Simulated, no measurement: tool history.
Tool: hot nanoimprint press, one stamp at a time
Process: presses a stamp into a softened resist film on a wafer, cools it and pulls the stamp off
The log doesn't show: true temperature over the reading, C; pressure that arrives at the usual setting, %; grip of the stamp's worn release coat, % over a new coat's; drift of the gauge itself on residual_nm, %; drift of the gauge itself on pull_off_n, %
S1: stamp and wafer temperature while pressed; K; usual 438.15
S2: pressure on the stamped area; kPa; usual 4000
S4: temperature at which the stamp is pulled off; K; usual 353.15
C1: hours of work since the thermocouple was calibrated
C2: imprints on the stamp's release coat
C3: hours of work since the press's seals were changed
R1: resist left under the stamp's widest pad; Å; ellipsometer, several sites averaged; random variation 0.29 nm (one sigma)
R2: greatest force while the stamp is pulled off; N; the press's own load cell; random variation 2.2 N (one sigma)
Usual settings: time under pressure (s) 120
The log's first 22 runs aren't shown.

{"run": 23, "hour": 513.5, "S1": 449.15, "S2": 3920, "time under pressure (s)": 130, "S4": 347.15, "C1": 90, "C2": 849, "C3": 668, "R1": 1062, "R2": 281}
{"hour": 534.6, "done": "press's hydraulic seals changed and the load cell set to zero"}
{"run": 24, "hour": 548.0, "S1": 449.15, "S2": 3920, "time under pressure (s)": 130, "S4": 347.15, "C1": 102, "C2": 920, "C3": 6, "R1": 1063, "R2": 279}
{"run": 25, "hour": 563.1, "S1": 449.15, "S2": 3920, "time under pressure (s)": 130, "S4": 347.15, "C1": 108, "C2": 960, "C3": 12, "R1": 1059, "R2": 280}
{"run": 26, "hour": 587.7, "S1": 435.15, "S2": 3920, "time under pressure (s)": 130, "S4": 347.15, "C1": 118, "C2": 1025, "C3": 22, "R1": 1941, "R2": 284}
{"run": 27, "hour": 601.7, "S1": 438.15, "S2": 4580, "time under pressure (s)": 120, "S4": 353.15, "C1": 124, "C2": 1062, "C3": 28, "R1": 1618, "R2": 240}
{"run": 28, "hour": 631.0, "S1": 438.15, "S2": 4580, "time under pressure (s)": 120, "S4": 343.15, "C1": 137, "C2": 1140, "C3": 41, "R1": 1611, "R2": 307}
{"run": 29, "hour": 645.1, "S1": 431.15, "S2": 5490, "time under pressure (s)": 201, "S4": 354.15, "C1": 143, "C2": 1177, "C3": 47, "R1": 1692, "R2": 236}
{"hour": 665.5, "done": "stamp cleaned and given a new release coat"}
{"run": 30, "hour": 681.9, "S1": 431.15, "S2": 5490, "time under pressure (s)": 213, "S4": 354.15, "C1": 155, "C2": 43, "C3": 60, "R1": 1665, "R2": 231}

Forecast each of these 4 alternatives for the next run:
{"run": "A", "hour": 704.3, "S1": 429.15, "S2": 4000, "time under pressure (s)": 120, "S4": 349.15, "C1": 165, "C2": 102, "C3": 69, "R1": "?", "R2": "?"}
{"run": "B", "hour": 704.3, "S1": 441.15, "S2": 4000, "time under pressure (s)": 120, "S4": 343.15, "C1": 165, "C2": 102, "C3": 69, "R1": "?", "R2": "?"}
{"run": "C", "hour": 704.3, "S1": 434.15, "S2": 4000, "time under pressure (s)": 177, "S4": 353.15, "C1": 165, "C2": 102, "C3": 69, "R1": "?", "R2": "?"}
{"run": "D", "hour": 704.3, "S1": 438.15, "S2": 4000, "time under pressure (s)": 136, "S4": 353.15, "C1": 165, "C2": 102, "C3": 69, "R1": "?", "R2": "?"}

run=A R1=2525 R2=263
run=B R1=1517 R2=307
run=C R1=1799 R2=238
run=D R1=1649 R2=240
Without the tool's hidden state the same runs would have given:
run=A R1=2567 R2=263
run=B R1=1542 R2=307
run=C R1=1830 R2=238
run=D R1=1676 R2=240
